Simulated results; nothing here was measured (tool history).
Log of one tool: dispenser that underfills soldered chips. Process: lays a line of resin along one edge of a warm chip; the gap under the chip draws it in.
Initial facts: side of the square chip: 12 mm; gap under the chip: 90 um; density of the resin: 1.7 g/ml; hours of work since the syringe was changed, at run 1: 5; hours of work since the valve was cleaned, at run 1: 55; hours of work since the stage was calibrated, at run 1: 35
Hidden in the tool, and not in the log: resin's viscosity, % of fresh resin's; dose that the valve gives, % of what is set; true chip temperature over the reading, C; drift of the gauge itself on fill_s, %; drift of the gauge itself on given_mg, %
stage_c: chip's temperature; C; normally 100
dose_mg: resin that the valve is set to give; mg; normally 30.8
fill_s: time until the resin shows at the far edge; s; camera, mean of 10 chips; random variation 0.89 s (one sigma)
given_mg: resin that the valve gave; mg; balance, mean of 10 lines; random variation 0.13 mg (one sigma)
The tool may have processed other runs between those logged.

run	day	stage_c	dose_mg	hours of work since the syringe was changed	hours of work since the valve was cleaned	hours of work since the stage was calibrated	fill_s	given_mg
1	0	100	30.8	5	55	35	101.4	30.2
# day 0.108: new syringe of resin
# day 0.488: new syringe of resin
2	0.579	100	30.8	2	64	44	89.3	29.84
# day 0.892: new syringe of resin
# day 1.067: dispensing valve cleaned and set on the balance
3	1.2	100	37.3	4	2	54	99.1	36.98
# day 1.342: new syringe of resin
4	1.504	100	37.3	3	7	59	90.7	37.01
# day 1.746: new syringe of resin
5	2.017	100	37.3	5	16	67	97.6	37.18
# day 2.129: new syringe of resin
6	2.275	100	37.3	2	20	71	90.3	37.04
# day 2.538: new syringe of resin
7	2.65	100	37.3	2	26	77	89.1	36.84
# day 2.938: new syringe of resin
8	3.171	113	30.8	4	34	86	67.2	30.14
# day 3.338: new syringe of resin
9	3.625	98	30.8	5	42	93	110.8	30.14
# day 3.738: new syringe of resin
# day 4.15: new syringe of resin
10	4.15	114	30.8	0	50	102	55.4	30.05
11	4.467	100	30.8	5	55	107	104.4	29.91
# day 4.538: new syringe of resin
# day 4.933: new syringe of resin
12	5.079	100	30.8	2	65	117	92.3	29.65
# day 5.354: new syringe of resin
# day 5.45: dispensing valve cleaned and set on the balance
13	5.621	100	30.8	4	3	125	99.2	30.6
# day 5.788: new syringe of resin
14	6.067	100	30.8	5	10	132	102.8	30.77
# day 6.171: new syringe of resin
# day 6.55: new syringe of resin
15	6.55	100	30.8	0	18	140	86.3	30.42
# day 6.942: new syringe of resin
16	6.975	100	30.8	1	25	147	88.3	30.33
# day 7.342: new syringe of resin
17	7.525	100	26.5	3	34	156	99.8	25.81
# day 7.738: new syringe of resin
# day 8.129: new syringe of resin
18	8.129	105	39.2	0	44	166	71.6	38.31
# day 8.508: new syringe of resin
19	8.554	108	39.5	1	51	173	67.9	38.39
# day 8.917: new syringe of resin
20	9.033	108	39.5	2	58	181	70.3	38.35
# day 9.312: new syringe of resin
21	9.571	100	38.5	4	67	189	98.8	37.17
# day 9.725: new syringe of resin
# day 9.854: dispensing valve cleaned and set on the balance
# day 10.15: new syringe of resin
22	10.15	95	32.1	0	5	198	100.2	32.01
# day 10.533: new syringe of resin
23	10.579	95	32.1	1	12	205	104.8	32
# day 10.921: new syringe of resin
24	10.958	90	38.8	1	18	211	118.3	38.48
# day 11.342: new syringe of resin
25	11.483	87	35.7	2	27	220	143.6	35.1
# day 11.733: new syringe of resin
26	11.808	87	35.7	1	32	225	136.2	35.06
# day 12.125: new syringe of resin
27	12.238	92	37.4	2	39	232	117.5	36.63
# day 12.533: new syringe of resin
28	12.612	105	38.9	1	45	238	76.4	38.41

Predict the results of run 29:
# day 12.933: new syringe of resin
29	13	105	38.9	1	51	244	?	?

{"run 29": {"fill_s": 77.7, "given_mg": 37.56}}
Without the tool's hidden state the same run would have given fill_s 70.9 s, given_mg 38.56 mg.
